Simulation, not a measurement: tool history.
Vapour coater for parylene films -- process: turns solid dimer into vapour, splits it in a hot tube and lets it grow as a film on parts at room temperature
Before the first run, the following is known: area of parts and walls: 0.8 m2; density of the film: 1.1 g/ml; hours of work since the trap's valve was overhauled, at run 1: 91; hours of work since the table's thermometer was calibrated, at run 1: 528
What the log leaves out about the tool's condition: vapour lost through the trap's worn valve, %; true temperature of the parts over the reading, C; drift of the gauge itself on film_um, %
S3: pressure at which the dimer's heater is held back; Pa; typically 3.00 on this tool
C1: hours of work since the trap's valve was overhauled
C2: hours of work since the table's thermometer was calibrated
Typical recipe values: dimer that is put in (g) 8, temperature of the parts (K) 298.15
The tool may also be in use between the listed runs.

{"run": 1, "hour": 0.0, "dimer that is put in (g)": 8, "temperature of the parts (K)": 298.15, "S3": 3.0, "C1": 91, "C2": 528, "thickness of the film (nm)": 5110}
{"run": 2, "hour": 53.8, "dimer that is put in (g)": 8, "temperature of the parts (K)": 298.15, "S3": 9.72, "C1": 135, "C2": 572, "thickness of the film (nm)": 3960}
{"run": 3, "hour": 133.7, "dimer that is put in (g)": 8, "temperature of the parts (K)": 298.15, "S3": 9.72, "C1": 200, "C2": 637, "thickness of the film (nm)": 3970}
{"run": 4, "hour": 183.5, "dimer that is put in (g)": 8, "temperature of the parts (K)": 298.15, "S3": 9.72, "C1": 241, "C2": 678, "thickness of the film (nm)": 3920}
{"run": 5, "hour": 230.8, "dimer that is put in (g)": 8, "temperature of the parts (K)": 298.15, "S3": 9.72, "C1": 280, "C2": 717, "thickness of the film (nm)": 3890}
{"run": 6, "hour": 268.7, "dimer that is put in (g)": 8, "temperature of the parts (K)": 298.15, "S3": 9.72, "C1": 311, "C2": 748, "thickness of the film (nm)": 3950}
{"run": 7, "hour": 315.8, "dimer that is put in (g)": 8, "temperature of the parts (K)": 298.15, "S3": 9.72, "C1": 349, "C2": 786, "thickness of the film (nm)": 3870}
{"hour": 351.6, "done": "trap's valve overhauled"}
{"run": 8, "hour": 372.0, "dimer that is put in (g)": 8, "temperature of the parts (K)": 298.15, "S3": 6.72, "C1": 17, "C2": 829, "thickness of the film (nm)": 4310}
{"run": 9, "hour": 440.3, "dimer that is put in (g)": 8, "temperature of the parts (K)": 298.15, "S3": 6.72, "C1": 72, "C2": 884, "thickness of the film (nm)": 4300}
{"hour": 483.4, "done": "table's thermometer calibrated"}
{"run": 10, "hour": 507.7, "dimer that is put in (g)": 8, "temperature of the parts (K)": 306.15, "S3": 3.0, "C1": 127, "C2": 20, "thickness of the film (nm)": 4290}
{"run": 11, "hour": 570.7, "dimer that is put in (g)": 8, "temperature of the parts (K)": 306.15, "S3": 3.0, "C1": 178, "C2": 71, "thickness of the film (nm)": 4250}
{"run": 12, "hour": 618.6, "dimer that is put in (g)": 8, "temperature of the parts (K)": 293.15, "S3": 2.36, "C1": 217, "C2": 110, "thickness of the film (nm)": 5920}
{"run": 13, "hour": 659.3, "dimer that is put in (g)": 12, "temperature of the parts (K)": 292.15, "S3": 3.22, "C1": 250, "C2": 144, "thickness of the film (nm)": 8460}
{"run": 14, "hour": 735.6, "dimer that is put in (g)": 12, "temperature of the parts (K)": 292.15, "S3": 3.22, "C1": 313, "C2": 206, "thickness of the film (nm)": 8400}
{"hour": 815.4, "done": "trap's valve overhauled"}
{"run": 15, "hour": 821.3, "dimer that is put in (g)": 12, "temperature of the parts (K)": 292.15, "S3": 3.22, "C1": 5, "C2": 273, "thickness of the film (nm)": 8480}
{"run": 16, "hour": 907.7, "dimer that is put in (g)": 12, "temperature of the parts (K)": 292.15, "S3": 3.22, "C1": 75, "C2": 343, "thickness of the film (nm)": 8430}
{"run": 17, "hour": 987.6, "dimer that is put in (g)": 5, "temperature of the parts (K)": 306.15, "S3": 4.36, "C1": 141, "C2": 409, "thickness of the film (nm)": 2540}

What if the next run were any one of these 4? Each begins from the tool's condition after run 17:
{"run": "A", "hour": 1038.8, "dimer that is put in (g)": 7, "temperature of the parts (K)": 306.15, "S3": 4.02, "C1": 182, "C2": 450, "thickness of the film (nm)": "?"}
{"run": "B", "hour": 1038.8, "dimer that is put in (g)": 4, "temperature of the parts (K)": 291.15, "S3": 3.0, "C1": 182, "C2": 450, "thickness of the film (nm)": "?"}
{"run": "C", "hour": 1038.8, "dimer that is put in (g)": 3, "temperature of the parts (K)": 296.15, "S3": 10.71, "C1": 182, "C2": 450, "thickness of the film (nm)": "?"}
{"run": "D", "hour": 1038.8, "dimer that is put in (g)": 10, "temperature of the parts (K)": 291.15, "S3": 10.34, "C1": 182, "C2": 450, "thickness of the film (nm)": "?"}

run=A thickness_of_the_film_(nm)=3520
run=B thickness_of_the_film_(nm)=2930
run=C thickness_of_the_film_(nm)=1540
run=D thickness_of_the_film_(nm)=5690
What these runs would have given with no unlogged condition in the tool:
run=A thickness_of_the_film_(nm)=3530
run=B thickness_of_the_film_(nm)=2940
run=C thickness_of_the_film_(nm)=1540
run=D thickness_of_the_film_(nm)=5710

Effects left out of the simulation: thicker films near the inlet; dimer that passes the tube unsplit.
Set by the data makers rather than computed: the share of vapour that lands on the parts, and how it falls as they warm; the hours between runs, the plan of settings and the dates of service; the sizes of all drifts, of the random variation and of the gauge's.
